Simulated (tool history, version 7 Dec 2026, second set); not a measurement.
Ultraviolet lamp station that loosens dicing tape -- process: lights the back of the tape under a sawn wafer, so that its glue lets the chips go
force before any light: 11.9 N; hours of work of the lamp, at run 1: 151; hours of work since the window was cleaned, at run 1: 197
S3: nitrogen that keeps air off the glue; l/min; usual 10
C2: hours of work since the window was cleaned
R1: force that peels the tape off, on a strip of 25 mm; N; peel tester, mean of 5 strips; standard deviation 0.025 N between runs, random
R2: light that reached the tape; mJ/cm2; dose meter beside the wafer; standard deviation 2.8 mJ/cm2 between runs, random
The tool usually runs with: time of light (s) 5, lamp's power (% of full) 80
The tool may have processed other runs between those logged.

run 1 hour=0.0 | time_of_light_(s)=5 lamp's_power_(%_of_full)=80 S3=10 | hours_of_work_of_the_lamp=151 C2=197 | R1=1.660 R2=335
run 2 hour=13.0 | time_of_light_(s)=3 lamp's_power_(%_of_full)=80 S3=10 | hours_of_work_of_the_lamp=159 C2=205 | R1=3.631 R2=200
run 3 hour=30.0 | time_of_light_(s)=3 lamp's_power_(%_of_full)=80 S3=10 | hours_of_work_of_the_lamp=169 C2=215 | R1=3.815 R2=199
-- hour=33.0 window cleaned of glue's vapour
run 4 hour=39.2 | time_of_light_(s)=3 lamp's_power_(%_of_full)=80 S3=10 | hours_of_work_of_the_lamp=174 C2=4 | R1=3.343 R2=217
run 5 hour=52.0 | time_of_light_(s)=3 lamp's_power_(%_of_full)=80 S3=10 | hours_of_work_of_the_lamp=182 C2=11 | R1=3.310 R2=218
run 6 hour=61.0 | time_of_light_(s)=3 lamp's_power_(%_of_full)=80 S3=10 | hours_of_work_of_the_lamp=188 C2=17 | R1=3.414 R2=216
run 7 hour=69.8 | time_of_light_(s)=3 lamp's_power_(%_of_full)=80 S3=10 | hours_of_work_of_the_lamp=193 C2=22 | R1=3.430 R2=219
run 8 hour=86.9 | time_of_light_(s)=5 lamp's_power_(%_of_full)=87 S3=10 | hours_of_work_of_the_lamp=203 C2=33 | R1=1.233 R2=387
run 9 hour=96.1 | time_of_light_(s)=5 lamp's_power_(%_of_full)=87 S3=10 | hours_of_work_of_the_lamp=209 C2=38 | R1=1.259 R2=386
run 10 hour=112.8 | time_of_light_(s)=5 lamp's_power_(%_of_full)=87 S3=3 | hours_of_work_of_the_lamp=219 C2=48 | R1=2.380 R2=379
run 11 hour=129.9 | time_of_light_(s)=4 lamp's_power_(%_of_full)=94 S3=15 | hours_of_work_of_the_lamp=229 C2=59 | R1=1.472 R2=331
run 12 hour=139.1 | time_of_light_(s)=4 lamp's_power_(%_of_full)=94 S3=15 | hours_of_work_of_the_lamp=235 C2=64 | R1=1.496 R2=326
run 13 hour=157.2 | time_of_light_(s)=8 lamp's_power_(%_of_full)=94 S3=8 | hours_of_work_of_the_lamp=246 C2=75 | R1=0.406 R2=648
run 14 hour=165.3 | time_of_light_(s)=8 lamp's_power_(%_of_full)=94 S3=8 | hours_of_work_of_the_lamp=251 C2=80 | R1=0.392 R2=644
run 15 hour=177.1 | time_of_light_(s)=8 lamp's_power_(%_of_full)=94 S3=8 | hours_of_work_of_the_lamp=258 C2=87 | R1=0.418 R2=642
run 16 hour=192.1 | time_of_light_(s)=3 lamp's_power_(%_of_full)=77 S3=5 | hours_of_work_of_the_lamp=267 C2=96 | R1=4.611 R2=196

What does the tool deliver on the next run?
run 17 hour=202.7 | time_of_light_(s)=3 lamp's_power_(%_of_full)=99 S3=19 | hours_of_work_of_the_lamp=273 C2=103 | R1=? R2=?

R1: 2.248 N
R2: 253 mJ/cm2
With no hidden state in the tool, this same run would have given R1 1.752 N, R2 292 mJ/cm2.
